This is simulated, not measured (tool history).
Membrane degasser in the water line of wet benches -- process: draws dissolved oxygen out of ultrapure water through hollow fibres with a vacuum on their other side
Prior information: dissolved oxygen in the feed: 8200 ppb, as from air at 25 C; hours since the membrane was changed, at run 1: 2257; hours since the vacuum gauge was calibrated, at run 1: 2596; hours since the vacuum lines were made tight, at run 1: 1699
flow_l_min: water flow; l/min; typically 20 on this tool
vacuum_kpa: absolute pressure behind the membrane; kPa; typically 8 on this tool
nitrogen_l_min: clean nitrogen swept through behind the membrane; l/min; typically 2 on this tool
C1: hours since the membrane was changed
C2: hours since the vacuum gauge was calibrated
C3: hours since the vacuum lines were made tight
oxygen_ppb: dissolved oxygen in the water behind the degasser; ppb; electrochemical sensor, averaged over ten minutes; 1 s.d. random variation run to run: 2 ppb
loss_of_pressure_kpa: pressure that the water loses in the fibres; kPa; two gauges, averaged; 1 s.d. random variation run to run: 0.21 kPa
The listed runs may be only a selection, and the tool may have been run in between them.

run 1 hour=0 | flow_l_min=20 vacuum_kpa=8 nitrogen_l_min=2 | C1=2257 C2=2596 C3=1699 | oxygen_ppb=202.7 loss_of_pressure_kpa=47.76
run 2 hour=106 | flow_l_min=20 vacuum_kpa=8 nitrogen_l_min=2 | C1=2363 C2=2702 C3=1805 | oxygen_ppb=200.3 loss_of_pressure_kpa=48.04
run 3 hour=185.3 | flow_l_min=20 vacuum_kpa=8 nitrogen_l_min=2 | C1=2442 C2=2781 C3=1884 | oxygen_ppb=202 loss_of_pressure_kpa=48.24
run 4 hour=246.7 | flow_l_min=20 vacuum_kpa=8 nitrogen_l_min=2 | C1=2504 C2=2843 C3=1946 | oxygen_ppb=199.4 loss_of_pressure_kpa=47.97
run 5 hour=333 | flow_l_min=20 vacuum_kpa=11.79 nitrogen_l_min=2 | C1=2590 C2=2929 C3=2032 | oxygen_ppb=286 loss_of_pressure_kpa=47.79
run 6 hour=434.4 | flow_l_min=20 vacuum_kpa=11.79 nitrogen_l_min=2 | C1=2691 C2=3030 C3=2133 | oxygen_ppb=286.8 loss_of_pressure_kpa=48.19
run 7 hour=534.5 | flow_l_min=20 vacuum_kpa=11.79 nitrogen_l_min=2 | C1=2791 C2=3130 C3=2233 | oxygen_ppb=284.3 loss_of_pressure_kpa=47.44
run 8 hour=649.3 | flow_l_min=20 vacuum_kpa=11.79 nitrogen_l_min=2 | C1=2906 C2=3245 C3=2348 | oxygen_ppb=286.6 loss_of_pressure_kpa=48.19
run 9 hour=732.6 | flow_l_min=20 vacuum_kpa=11.79 nitrogen_l_min=2 | C1=2990 C2=3329 C3=2431 | oxygen_ppb=284.3 loss_of_pressure_kpa=47.81
run 10 hour=857.5 | flow_l_min=13 vacuum_kpa=7.77 nitrogen_l_min=0.89 | C1=3115 C2=3453 C3=2556 | oxygen_ppb=168.1 loss_of_pressure_kpa=30.82
run 11 hour=920 | flow_l_min=13 vacuum_kpa=7.77 nitrogen_l_min=0.89 | C1=3177 C2=3516 C3=2619 | oxygen_ppb=166.1 loss_of_pressure_kpa=31.11
run 12 hour=979.8 | flow_l_min=21 vacuum_kpa=18.54 nitrogen_l_min=1.73 | C1=3237 C2=3576 C3=2679 | oxygen_ppb=510.1 loss_of_pressure_kpa=49.85
run 13 hour=1039.1 | flow_l_min=21 vacuum_kpa=18.54 nitrogen_l_min=1.73 | C1=3296 C2=3635 C3=2738 | oxygen_ppb=513 loss_of_pressure_kpa=49.94
run 14 hour=1114.9 | flow_l_min=21 vacuum_kpa=18.54 nitrogen_l_min=1.73 | C1=3372 C2=3711 C3=2814 | oxygen_ppb=516.5 loss_of_pressure_kpa=49.73
run 15 hour=1216.2 | flow_l_min=20 vacuum_kpa=6.97 nitrogen_l_min=2.98 | C1=3473 C2=3812 C3=2915 | oxygen_ppb=151.8 loss_of_pressure_kpa=47.28
run 16 hour=1283.4 | flow_l_min=20 vacuum_kpa=9.38 nitrogen_l_min=2.98 | C1=3540 C2=3879 C3=2982 | oxygen_ppb=188.6 loss_of_pressure_kpa=47.39
run 17 hour=1341.9 | flow_l_min=20 vacuum_kpa=9.38 nitrogen_l_min=2.98 | C1=3599 C2=3938 C3=3041 | oxygen_ppb=188.1 loss_of_pressure_kpa=47.25

What if the next run were any one of these 4? Each begins from the tool's condition after run 17:
run A hour=1462.3 | flow_l_min=20 vacuum_kpa=9.38 nitrogen_l_min=0.8 | C1=3719 C2=4058 C3=3161 | oxygen_ppb=? loss_of_pressure_kpa=?
run B hour=1462.3 | flow_l_min=20 vacuum_kpa=15.56 nitrogen_l_min=1.1 | C1=3719 C2=4058 C3=3161 | oxygen_ppb=? loss_of_pressure_kpa=?
run C hour=1462.3 | flow_l_min=15 vacuum_kpa=5.77 nitrogen_l_min=2 | C1=3719 C2=4058 C3=3161 | oxygen_ppb=? loss_of_pressure_kpa=?
run D hour=1462.3 | flow_l_min=16 vacuum_kpa=9.38 nitrogen_l_min=1.03 | C1=3719 C2=4058 C3=3161 | oxygen_ppb=? loss_of_pressure_kpa=?

run=A oxygen_ppb=408.6 loss_of_pressure_kpa=47.55
run=B oxygen_ppb=556.1 loss_of_pressure_kpa=47.75
run=C oxygen_ppb=74.1 loss_of_pressure_kpa=35.63
run=D oxygen_ppb=253.6 loss_of_pressure_kpa=37.82
With the hidden condition removed and each run's random variation left untouched, the same runs would have given:
run=A oxygen_ppb=408.3 loss_of_pressure_kpa=48.3
run=B oxygen_ppb=555.8 loss_of_pressure_kpa=48.5
run=C oxygen_ppb=74 loss_of_pressure_kpa=36.19
run=D oxygen_ppb=253.4 loss_of_pressure_kpa=38.42
